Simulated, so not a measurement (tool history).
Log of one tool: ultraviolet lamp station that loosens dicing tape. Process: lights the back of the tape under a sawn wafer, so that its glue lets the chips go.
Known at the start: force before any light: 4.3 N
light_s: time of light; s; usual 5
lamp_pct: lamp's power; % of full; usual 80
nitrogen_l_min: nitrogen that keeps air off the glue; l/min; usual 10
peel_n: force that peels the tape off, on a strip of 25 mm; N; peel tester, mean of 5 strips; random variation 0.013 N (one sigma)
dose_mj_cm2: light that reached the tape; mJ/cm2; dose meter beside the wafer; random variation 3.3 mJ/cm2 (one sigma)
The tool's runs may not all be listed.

run	hour	light_s	lamp_pct	nitrogen_l_min	peel_n	dose_mj_cm2
1	0.0	5	80	10	0.618	530
2	8.7	5	80	10	0.609	535
3	24.2	5	80	15	0.481	534
4	37.9	5	80	15	0.469	535
5	45.5	5	80	4	1.094	537
6	55.4	5	80	7	0.772	536

Run 7 comes next. What will it give?
7	62.6	5	80	7	?	?

peel_n: 0.760 N
dose_mj_cm2: 534 mJ/cm2
Without the tool's hidden state the same run would have given peel_n 0.759 N, dose_mj_cm2 534 mJ/cm2.

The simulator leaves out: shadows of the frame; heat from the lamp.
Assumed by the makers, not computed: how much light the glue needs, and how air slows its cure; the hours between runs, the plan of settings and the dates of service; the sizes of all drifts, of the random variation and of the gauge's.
